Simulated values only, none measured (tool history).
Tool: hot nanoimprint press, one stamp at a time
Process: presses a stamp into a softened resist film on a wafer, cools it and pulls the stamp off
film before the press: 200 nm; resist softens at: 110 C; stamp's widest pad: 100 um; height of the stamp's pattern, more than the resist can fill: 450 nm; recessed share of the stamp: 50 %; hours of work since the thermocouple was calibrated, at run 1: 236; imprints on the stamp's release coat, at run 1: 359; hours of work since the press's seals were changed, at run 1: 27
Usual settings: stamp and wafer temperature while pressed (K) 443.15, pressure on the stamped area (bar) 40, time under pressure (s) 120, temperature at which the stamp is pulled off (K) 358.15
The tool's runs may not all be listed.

run,hour,stamp and wafer temperature while pressed (K),pressure on the stamped area (bar),time under pressure (s),temperature at which the stamp is pulled off (K),hours of work since the thermocouple was calibrated,imprints on the stamp's release coat,hours of work since the press's seals were changed,resist left under the stamp's widest pad (nm),greatest force while the stamp is pulled off (N)
1,0,443.15,40,120,358.15,236,359,27,73,163
# hour 43.5: plate thermocouple calibrated
# hour 68.9: stamp cleaned and given a new release coat
2,96,443.15,40,120,358.15,34,140,90,75.8,157
3,149.6,443.15,40,120,358.15,72,419,129,75.9,168
# hour 210.7: stamp cleaned and given a new release coat
4,228.2,443.15,40,120,358.15,125,90,181,75.3,157
5,278,443.15,40,120,364.15,161,349,217,75.3,154
# hour 348.9: stamp cleaned and given a new release coat
6,368.1,443.15,40,120,364.15,222,99,278,75.1,147
# hour 429: plate thermocouple calibrated
7,429,443.15,40,120,364.15,0,400,320,75.6,156
# hour 490.2: stamp cleaned and given a new release coat
8,522.3,443.15,40,120,358.15,63,167,383,75.6,158
9,563.5,443.15,40,120,358.15,93,381,412,75.1,161
# hour 625.8: stamp cleaned and given a new release coat
10,649.7,443.15,40,120,353.15,151,124,470,75.2,165
11,728.5,443.15,40,120,345.15,208,533,527,74.9,184
# hour 765.1: stamp cleaned and given a new release coat
12,809.1,443.15,40,120,345.15,262,228,581,74.1,175
# hour 818.7: plate thermocouple calibrated
13,873.4,454.15,40,120,358.15,40,546,626,41.4,168
# hour 907.6: stamp cleaned and given a new release coat
14,958.4,436.15,40,120,358.15,97,264,683,114.9,161
15,1005.4,440.15,50.8,78,353.15,131,508,717,96.5,172
# hour 1045.1: stamp cleaned and given a new release coat
16,1061.2,440.15,50.8,78,360.15,167,84,753,96.9,154
17,1101.1,440.15,50.8,78,360.15,195,291,781,96.7,161
18,1164.2,435.15,40,75,362.15,241,618,827,136.7,164
# hour 1182.6: stamp cleaned and given a new release coat
# hour 1205.2: plate thermocouple calibrated
# hour 1234: press's hydraulic seals changed and the load cell set to zero
19,1264.5,435.15,40,75,362.15,37,367,22,135.7,154
20,1320.8,435.15,40,75,362.15,78,659,63,135.6,166
# hour 1332.2: stamp cleaned and given a new release coat
21,1386.6,435.15,40,75,346.15,121,283,106,134.9,174
22,1449.8,443.15,40,150,345.15,167,610,152,68,185
# hour 1468.5: stamp cleaned and given a new release coat
23,1526.1,443.15,31.3,120,359.15,218,299,202,83.5,162
24,1563.9,440.15,31.3,196,359.15,245,495,230,81.9,164
# hour 1594.8: plate thermocouple calibrated
# hour 1608.2: stamp cleaned and given a new release coat
25,1646.9,443.15,48.8,120,358.15,33,201,283,68.3,161
26,1719.9,443.15,48.8,120,358.15,86,579,336,67.8,169
# hour 1748: stamp cleaned and given a new release coat
27,1776.6,443.15,48.8,120,358.15,123,148,373,67.6,159

4 ways to go on from here, each from the tool as it stands after run 27. What would each give?
A,1867.6,443.15,40,71,365.15,188,620,438,?,?
B,1867.6,435.15,40,213,358.15,188,620,438,?,?
C,1867.6,451.15,24,170,358.15,188,620,438,?,?
D,1867.6,443.15,40,120,365.15,188,620,438,?,?

run,resist left under the stamp's widest pad (nm),greatest force while the stamp is pulled off (N)
A,90.8,160
B,96.8,165
C,52.2,165
D,74.3,154
Without the tool's hidden state the same runs would have given:
run,resist left under the stamp's widest pad (nm),greatest force while the stamp is pulled off (N)
A,92.2,148
B,98.6,153
C,53.2,153
D,75.6,142
